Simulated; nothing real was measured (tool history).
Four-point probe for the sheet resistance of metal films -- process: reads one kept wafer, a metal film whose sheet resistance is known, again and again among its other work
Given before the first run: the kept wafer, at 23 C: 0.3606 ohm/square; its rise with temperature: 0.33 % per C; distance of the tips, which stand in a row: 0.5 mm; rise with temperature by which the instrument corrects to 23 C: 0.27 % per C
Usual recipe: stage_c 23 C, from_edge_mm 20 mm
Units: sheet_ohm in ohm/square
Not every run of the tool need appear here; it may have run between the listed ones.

run 1 day=0.000 | stage_c=23 from_edge_mm=20 | sheet_ohm=0.361284
run 2 day=0.875 | stage_c=23 from_edge_mm=42 | sheet_ohm=0.361145
run 3 day=1.950 | stage_c=23 from_edge_mm=42 | sheet_ohm=0.361171
run 4 day=3.438 | stage_c=20 from_edge_mm=42 | sheet_ohm=0.360620
run 5 day=4.450 | stage_c=23 from_edge_mm=51 | sheet_ohm=0.361128
run 6 day=5.883 | stage_c=24 from_edge_mm=20 | sheet_ohm=0.361478
run 7 day=7.317 | stage_c=24 from_edge_mm=20 | sheet_ohm=0.361426
run 8 day=8.712 | stage_c=24 from_edge_mm=20 | sheet_ohm=0.361486
run 9 day=9.912 | stage_c=24 from_edge_mm=20 | sheet_ohm=0.361586
-- day=10.042 stage's thermometer calibrated
run 10 day=10.633 | stage_c=24 from_edge_mm=20 | sheet_ohm=0.361511
run 11 day=11.871 | stage_c=23 from_edge_mm=7 | sheet_ohm=0.362089
run 12 day=12.933 | stage_c=30 from_edge_mm=71 | sheet_ohm=0.362555
run 13 day=13.967 | stage_c=29 from_edge_mm=43 | sheet_ohm=0.362377
run 14 day=15.167 | stage_c=32 from_edge_mm=4 | sheet_ohm=0.365976
-- day=16.067 stage's thermometer calibrated, once more
run 15 day=16.067 | stage_c=32 from_edge_mm=4 | sheet_ohm=0.366894
run 16 day=17.121 | stage_c=34 from_edge_mm=41 | sheet_ohm=0.364087
run 17 day=18.312 | stage_c=35 from_edge_mm=8 | sheet_ohm=0.365114
run 18 day=18.979 | stage_c=26 from_edge_mm=5 | sheet_ohm=0.364520

Forecast each of these 5 alternatives for the next run:
run A day=19.608 | stage_c=24 from_edge_mm=74 | sheet_ohm=?
run B day=19.608 | stage_c=24 from_edge_mm=5 | sheet_ohm=?
run C day=19.608 | stage_c=27 from_edge_mm=9 | sheet_ohm=?
run D day=19.608 | stage_c=25 from_edge_mm=42 | sheet_ohm=?
run E day=19.608 | stage_c=32 from_edge_mm=56 | sheet_ohm=?

run=A sheet_ohm=0.362169
run=B sheet_ohm=0.364157
run=C sheet_ohm=0.363479
run=D sheet_ohm=0.362443
run=E sheet_ohm=0.364057
With the hidden condition removed and each run's random variation left untouched, the same runs would have given:
run=A sheet_ohm=0.360785
run=B sheet_ohm=0.362767
run=C sheet_ohm=0.362090
run=D sheet_ohm=0.361058
run=E sheet_ohm=0.362666

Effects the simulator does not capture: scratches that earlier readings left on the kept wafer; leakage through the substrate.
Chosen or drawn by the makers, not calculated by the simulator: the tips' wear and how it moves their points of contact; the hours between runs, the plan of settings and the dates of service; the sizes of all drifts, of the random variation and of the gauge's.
